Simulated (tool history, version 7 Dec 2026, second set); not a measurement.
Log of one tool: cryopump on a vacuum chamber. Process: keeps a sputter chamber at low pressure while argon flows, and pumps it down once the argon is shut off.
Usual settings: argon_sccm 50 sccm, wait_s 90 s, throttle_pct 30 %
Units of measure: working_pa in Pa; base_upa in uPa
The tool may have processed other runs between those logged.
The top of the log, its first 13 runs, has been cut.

| run | hour | argon_sccm | wait_s | throttle_pct | working_pa | base_upa |
|---|---|---|---|---|---|---|
| 14 | 249.5 | 50 | 90 | 30 | 0.1906 | 1.28 |
| 15 | 263.9 | 50 | 90 | 30 | 0.1892 | 1.24 |
| 16 | 283.9 | 53 | 90 | 30 | 0.2019 | 1.32 |
| 17 | 310.1 | 53 | 90 | 30 | 0.2016 | 1.26 |
| 18 | 336.0 | 50 | 90 | 30 | 0.1892 | 1.26 |
| 19 | 353.4 | 50 | 90 | 30 | 0.1900 | 1.22 |
| 20 | 377.5 | 24 | 118 | 17 | 0.1605 | 1.05 |
| 21 | 398.1 | 49 | 33 | 30 | 0.1868 | 2.95 |
| 22 | 410.4 | 49 | 33 | 30 | 0.1877 | 2.83 |
| 23 | 433.2 | 49 | 37 | 42 | 0.1358 | 2.60 |
| 24 | 449.0 | 27 | 35 | 43 | 0.0729 | 2.70 |
| 25 | 461.1 | 21 | 215 | 30 | 0.0800 | 0.76 |
| 26 | 476.6 | 34 | 133 | 21 | 0.1835 | 1.02 |
| 27 | 503.1 | 34 | 133 | 21 | 0.1840 | 1.05 |
| 28 | 526.1 | 33 | 90 | 30 | 0.1268 | 1.29 |
| 29 | 550.7 | 33 | 54 | 45 | 0.0854 | 1.94 |
| 30 | 566.0 | 50 | 22 | 15 | 0.3777 | 4.08 |
| 31 | 590.5 | 50 | 22 | 15 | 0.3787 | 4.12 |
| 32 | 611.0 | 50 | 285 | 16 | 0.3556 | 0.71 |
| 33 | 631.6 | 50 | 285 | 16 | 0.3532 | 0.73 |
| 34 | 647.7 | 50 | 285 | 16 | 0.3571 | 0.71 |
| 35 | 667.5 | 50 | 285 | 16 | 0.3548 | 0.69 |
| 36 | 689.5 | 50 | 186 | 19 | 0.3001 | 0.89 |

Consider 3 possible next runs. They are alternatives, not a sequence: every one starts from the tool as it was left by run 36. What does each give?
| A | 705.7 | 53 | 90 | 45 | ? | ? |
| B | 705.7 | 42 | 29 | 20 | ? | ? |
| C | 705.7 | 68 | 90 | 42 | ? | ? |

| run | working_pa | base_upa |
|---|---|---|
| A | 0.1377 | 1.36 |
| B | 0.2399 | 3.20 |
| C | 0.1865 | 1.41 |
Had the tool no hidden state, the same runs would have come out as:
| run | working_pa | base_upa |
|---|---|---|
| A | 0.1331 | 1.13 |
| B | 0.2363 | 2.98 |
| C | 0.1806 | 1.18 |
